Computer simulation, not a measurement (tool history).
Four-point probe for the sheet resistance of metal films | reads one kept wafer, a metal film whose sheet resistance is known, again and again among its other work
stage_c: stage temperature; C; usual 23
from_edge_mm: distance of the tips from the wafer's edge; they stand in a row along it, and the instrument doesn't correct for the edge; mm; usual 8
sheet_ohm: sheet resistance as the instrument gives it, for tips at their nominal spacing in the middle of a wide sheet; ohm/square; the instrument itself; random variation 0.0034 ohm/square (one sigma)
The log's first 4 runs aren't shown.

run,hour,stage_c,from_edge_mm,sheet_ohm
5,118.4,23,8,16.996121
6,150.5,23,8,16.995045
7,185.6,23,5,17.08756
8,205.4,23,5,17.085171
9,233.6,28,5,17.060518
10,257.7,28,5,17.063684
11,297,28,5,17.058964
12,338.1,28,5,17.061559
13,359.4,28,5,17.065487
14,389.6,23,4,17.188208
15,409.5,23,4,17.183431
16,426.3,23,4,17.178623
17,445.2,23,41,16.956649
18,474.6,23,41,16.956912
19,514.3,23,41,16.961772
20,534,23,41,16.962316
21,571.2,21,41,16.974911
22,600,21,41,16.985505
23,636.8,21,14,16.996562
24,676.9,21,14,16.994172

The next listed run, before its measurement:
25,713.1,23,67,?

sheet_ohm: 16.970271 ohm/square
Without the tool's hidden state the same run would have given sheet_ohm 16.951856 ohm/square.
